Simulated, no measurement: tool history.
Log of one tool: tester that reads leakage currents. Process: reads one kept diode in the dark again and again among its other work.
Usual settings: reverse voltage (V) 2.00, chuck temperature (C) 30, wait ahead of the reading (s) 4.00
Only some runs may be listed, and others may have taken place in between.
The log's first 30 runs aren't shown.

run    hour  reverse voltage (V)  chuck temperature (C)  wait ahead of the reading (s)  current that the tester gives (pA)
 31  4420.8                 2.00                     30                           5.81                              157.97
 32  4613.7                 2.07                     50                           4.00                              738.04
 33  4746.9                 9.53                     30                           4.00                              263.44
 34  4914.5                 9.53                     30                           4.00                              261.81
 35  5034.2                 4.52                     25                           1.25                              135.83
 36  5176.4                 4.52                     25                           1.25                              136.68
 37  5286.1                 4.52                     25                           1.25                              135.68
     5355.9  -- chuck's temperature calibrated
 38  5412.6                 3.55                     30                           0.41                              209.47
 39  5598.9                 2.39                     22                           7.26                               93.36
 40  5757.9                16.38                     25                           0.58                              241.69

Each row is a separate what-if for the run after 40, all from the same tool condition, not one after another. Results?
  A  5931.8                12.04                     51                           0.58                                   ?
  B  5931.8                17.62                     35                           1.09                                   ?
  C  5931.8                 2.33                     30                           1.96                                   ?

run  current that the tester gives (pA)
  A                             1491.71
  B                              524.28
  C                              177.98
The same runs, with their run-to-run variation unchanged, on a tool lacking any hidden condition would have given:
run  current that the tester gives (pA)
  A                             1515.12
  B                              516.52
  C                              180.12
